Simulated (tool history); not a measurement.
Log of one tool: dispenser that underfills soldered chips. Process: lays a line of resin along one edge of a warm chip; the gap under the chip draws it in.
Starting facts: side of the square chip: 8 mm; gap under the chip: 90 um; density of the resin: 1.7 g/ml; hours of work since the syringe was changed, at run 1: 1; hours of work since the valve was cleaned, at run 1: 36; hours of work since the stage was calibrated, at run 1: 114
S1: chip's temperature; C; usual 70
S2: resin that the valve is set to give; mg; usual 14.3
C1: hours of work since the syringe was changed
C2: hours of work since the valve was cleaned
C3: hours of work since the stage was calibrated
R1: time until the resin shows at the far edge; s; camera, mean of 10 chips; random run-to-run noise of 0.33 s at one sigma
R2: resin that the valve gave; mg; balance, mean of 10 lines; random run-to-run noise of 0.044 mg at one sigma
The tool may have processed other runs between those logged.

Run 1, hour 0: usual settings; C1 1; C2 36; C3 114. Result: R1 13.5 s, R2 14.15 mg.
Run 2, hour 7.2: usual settings; C1 6; C2 41; C3 119. Result: R1 21.1 s, R2 14.08 mg.
At hour 13.7: new syringe of resin.
Run 3, hour 20.7: usual settings; C1 5; C2 49; C3 128. Result: R1 19.4 s, R2 14.02 mg.
At hour 29.3: new syringe of resin.
At hour 33.8: dispensing valve cleaned and set on the balance.
Run 4, hour 34.9: usual settings but S2 17.5 mg; C1 3; C2 1; C3 136. Result: R1 16.7 s, R2 17.51 mg.
Run 5, hour 43.3: usual settings but S2 17.5 mg; C1 9; C2 6; C3 142. Result: R1 27.8 s, R2 17.5 mg.
At hour 45.8: new syringe of resin.
Run 6, hour 58: usual settings; C1 8; C2 16; C3 152. Result: R1 26.4 s, R2 14.19 mg.
At hour 60.4: new syringe of resin.
Run 7, hour 72.2: usual settings but S2 17.4 mg; C1 8; C2 25; C3 161. Result: R1 25.2 s, R2 17.21 mg.
At hour 75: new syringe of resin.
Run 8, hour 80.5: usual settings but S2 15.4 mg; C1 4; C2 30; C3 166. Result: R1 17.6 s, R2 15.23 mg.
Run 9, hour 86.8: usual settings but S2 15.4 mg; C1 8; C2 35; C3 170. Result: R1 26.2 s, R2 15.25 mg.
At hour 89.5: new syringe of resin.
Run 10, hour 93.6: usual settings; C1 3; C2 39; C3 175. Result: R1 17.6 s, R2 14.1 mg.
At hour 104.4: new syringe of resin.
Run 11, hour 105.3: usual settings; C1 1; C2 46; C3 182. Result: R1 14.4 s, R2 14.02 mg.
Run 12, hour 111.6: usual settings; C1 5; C2 51; C3 186. Result: R1 19.9 s, R2 13.91 mg.
At hour 119: new syringe of resin.
Run 13, hour 121.4: usual settings; C1 2; C2 57; C3 193. Result: R1 15.6 s, R2 14.01 mg.
At hour 123.2: dispensing valve cleaned and set on the balance.
Run 14, hour 129: usual settings; C1 6; C2 4; C3 197. Result: R1 22.4 s, R2 14.3 mg.
At hour 134.8: new syringe of resin.
Run 15, hour 136.9: usual settings; C1 1; C2 9; C3 202. Result: R1 14.9 s, R2 14.24 mg.
Run 16, hour 145.1: usual settings; C1 7; C2 14; C3 207. Result: R1 24.5 s, R2 14.19 mg.
At hour 149.5: new syringe of resin.
Run 17, hour 155.9: usual settings; C1 4; C2 21; C3 214. Result: R1 18.9 s, R2 14.17 mg.
Run 18, hour 161.9: usual settings but S1 76 C, S2 14.7 mg; C1 8; C2 25; C3 218. Result: R1 21 s, R2 14.57 mg.
At hour 164.5: new syringe of resin.
Run 19, hour 168.3: usual settings but S1 79 C, S2 14.4 mg; C1 3; C2 29; C3 222. Result: R1 11 s, R2 14.22 mg.
Run 20, hour 174.4: usual settings but S1 79 C, S2 14.4 mg; C1 7; C2 33; C3 226. Result: R1 15.9 s, R2 14.23 mg.
At hour 179.4: new syringe of resin.
Run 21, hour 187.5: usual settings but S2 17 mg; C1 5; C2 42; C3 235. Result: R1 21.9 s, R2 16.7 mg.
At hour 194.1: new syringe of resin.
Run 22, hour 199.4: usual settings but S1 74 C, S2 13.2 mg; C1 4; C2 50; C3 243. Result: R1 15.1 s, R2 12.94 mg.
Run 23, hour 205.9: usual settings but S1 74 C, S2 13.2 mg; C1 8; C2 54; C3 247. Result: R1 23.2 s, R2 12.97 mg.
At hour 209.3: new syringe of resin.
At hour 213: dispensing valve cleaned and set on the balance.
Run 24, hour 214.8: usual settings but S1 78 C, S2 16.4 mg; C1 3; C2 1; C3 252. Result: R1 10.8 s, R2 16.43 mg.
Run 25, hour 221: usual settings but S1 63 C, S2 15.5 mg; C1 7; C2 5; C3 256. Result: R1 34.4 s, R2 15.51 mg.
At hour 225.4: new syringe of resin.
Run 26, hour 228.6: usual settings but S1 76 C, S2 13.1 mg; C1 2; C2 10; C3 261. Result: R1 12.2 s, R2 13.07 mg.
Run 27, hour 235.4: usual settings but S1 76 C, S2 13.1 mg; C1 7; C2 15; C3 265. Result: R1 18.9 s, R2 13 mg.
At hour 240.7: new syringe of resin.
Run 28, hour 247.4: usual settings but S1 76 C, S2 13.1 mg; C1 4; C2 22; C3 273. Result: R1 16.1 s, R2 12.96 mg.

Hidden condition of the tool, last listed run before each entry between runs versus first listed run after:
Run 2 -> run 3: new syringe of resin (hour 13.7)
  resin's viscosity, % of fresh resin's: 160.6 -> 149.9; dose that the valve gives, % of what is set: 98.72 -> 98.33; true chip temperature over the reading, C: -0.09 -> -0.12
  measured result minus the result with no hidden state, R1: +8.1 -> +6.7 s; R2: -0.19 -> -0.24 mg
Run 3 -> run 4: new syringe of resin (hour 29.3); dispensing valve cleaned and set on the balance (hour 33.8)
  resin's viscosity, % of fresh resin's: 149.9 -> 130.3; dose that the valve gives, % of what is set: 98.33 -> 100.06; true chip temperature over the reading, C: -0.12 -> -0.16
  measured result minus the result with no hidden state, R1: +6.7 -> +3.9 s; R2: -0.24 -> +0.01 mg
Run 5 -> run 6: new syringe of resin (hour 45.8)
  resin's viscosity, % of fresh resin's: 215.3 -> 204; dose that the valve gives, % of what is set: 99.82 -> 99.44; true chip temperature over the reading, C: -0.18 -> -0.22
  measured result minus the result with no hidden state, R1: +14.8 -> +13.7 s; R2: -0.04 -> -0.08 mg
Run 6 -> run 7: new syringe of resin (hour 60.4)
  resin's viscosity, % of fresh resin's: 204 -> 203.1; dose that the valve gives, % of what is set: 99.44 -> 99.05; true chip temperature over the reading, C: -0.22 -> -0.26
  measured result minus the result with no hidden state, R1: +13.7 -> +13.1 s; R2: -0.08 -> -0.16 mg
Run 7 -> run 8: new syringe of resin (hour 75)
  resin's viscosity, % of fresh resin's: 203.1 -> 138.4; dose that the valve gives, % of what is set: 99.05 -> 98.81; true chip temperature over the reading, C: -0.26 -> -0.28
  measured result minus the result with no hidden state, R1: +13.1 -> +5.2 s; R2: -0.16 -> -0.19 mg
Run 9 -> run 10: new syringe of resin (hour 89.5)
  resin's viscosity, % of fresh resin's: 201 -> 129; dose that the valve gives, % of what is set: 98.63 -> 98.45; true chip temperature over the reading, C: -0.3 -> -0.32
  measured result minus the result with no hidden state, R1: +13.4 -> +4.1 s; R2: -0.21 -> -0.22 mg
Run 10 -> run 11: new syringe of resin (hour 104.4)
  resin's viscosity, % of fresh resin's: 129 -> 106.2; dose that the valve gives, % of what is set: 98.45 -> 98.13; true chip temperature over the reading, C: -0.32 -> -0.35
  measured result minus the result with no hidden state, R1: +4.1 -> +1 s; R2: -0.22 -> -0.27 mg
Run 12 -> run 13: new syringe of resin (hour 119)
  resin's viscosity, % of fresh resin's: 154.3 -> 114.9; dose that the valve gives, % of what is set: 97.95 -> 97.69; true chip temperature over the reading, C: -0.37 -> -0.4
  measured result minus the result with no hidden state, R1: +7.5 -> +2.3 s; R2: -0.29 -> -0.33 mg
Run 13 -> run 14: dispensing valve cleaned and set on the balance (hour 123.2)
  resin's viscosity, % of fresh resin's: 114.9 -> 170.1; dose that the valve gives, % of what is set: 97.69 -> 99.87; true chip temperature over the reading, C: -0.4 -> -0.41
  measured result minus the result with no hidden state, R1: +2.3 -> +9.5 s; R2: -0.33 -> -0.02 mg
Run 14 -> run 15: new syringe of resin (hour 134.8)
  resin's viscosity, % of fresh resin's: 170.1 -> 114.2; dose that the valve gives, % of what is set: 99.87 -> 99.66; true chip temperature over the reading, C: -0.41 -> -0.44
  measured result minus the result with no hidden state, R1: +9.5 -> +2.1 s; R2: -0.02 -> -0.05 mg
Run 16 -> run 17: new syringe of resin (hour 149.5)
  resin's viscosity, % of fresh resin's: 185.7 -> 146.5; dose that the valve gives, % of what is set: 99.43 -> 99.12; true chip temperature over the reading, C: -0.46 -> -0.49
  measured result minus the result with no hidden state, R1: +11.8 -> +6.4 s; R2: -0.08 -> -0.13 mg
Run 18 -> run 19: new syringe of resin (hour 164.5)
  resin's viscosity, % of fresh resin's: 209.3 -> 124.9; dose that the valve gives, % of what is set: 98.96 -> 98.76; true chip temperature over the reading, C: -0.51 -> -0.53
  measured result minus the result with no hidden state, R1: +11.1 -> +2.4 s; R2: -0.16 -> -0.18 mg
Run 20 -> run 21: new syringe of resin (hour 179.4)
  resin's viscosity, % of fresh resin's: 179.9 -> 163.8; dose that the valve gives, % of what is set: 98.57 -> 98.23; true chip temperature over the reading, C: -0.54 -> -0.58
  measured result minus the result with no hidden state, R1: +7.4 -> +8.7 s; R2: -0.2 -> -0.3 mg
Run 21 -> run 22: new syringe of resin (hour 194.1)
  resin's viscosity, % of fresh resin's: 163.8 -> 137.1; dose that the valve gives, % of what is set: 98.23 -> 97.91; true chip temperature over the reading, C: -0.58 -> -0.61
  measured result minus the result with no hidden state, R1: +8.7 -> +4.5 s; R2: -0.3 -> -0.27 mg
Run 23 -> run 24: new syringe of resin (hour 209.3); dispensing valve cleaned and set on the balance (hour 213)
  resin's viscosity, % of fresh resin's: 201.7 -> 127.8; dose that the valve gives, % of what is set: 97.73 -> 100.12; true chip temperature over the reading, C: -0.63 -> -0.65
  measured result minus the result with no hidden state, R1: +12.1 -> +2.7 s; R2: -0.3 -> +0.02 mg
Run 25 -> run 26: new syringe of resin (hour 225.4)
  resin's viscosity, % of fresh resin's: 185.4 -> 120.3; dose that the valve gives, % of what is set: 99.94 -> 99.74; true chip temperature over the reading, C: -0.67 -> -0.69
  measured result minus the result with no hidden state, R1: +16.5 -> +2.4 s; R2: -0.01 -> -0.03 mg
Run 27 -> run 28: new syringe of resin (hour 240.7)
  resin's viscosity, % of fresh resin's: 179.7 -> 149.7; dose that the valve gives, % of what is set: 99.53 -> 99.2; true chip temperature over the reading, C: -0.71 -> -0.74
  measured result minus the result with no hidden state, R1: +8.6 -> +5.5 s; R2: -0.06 -> -0.11 mg

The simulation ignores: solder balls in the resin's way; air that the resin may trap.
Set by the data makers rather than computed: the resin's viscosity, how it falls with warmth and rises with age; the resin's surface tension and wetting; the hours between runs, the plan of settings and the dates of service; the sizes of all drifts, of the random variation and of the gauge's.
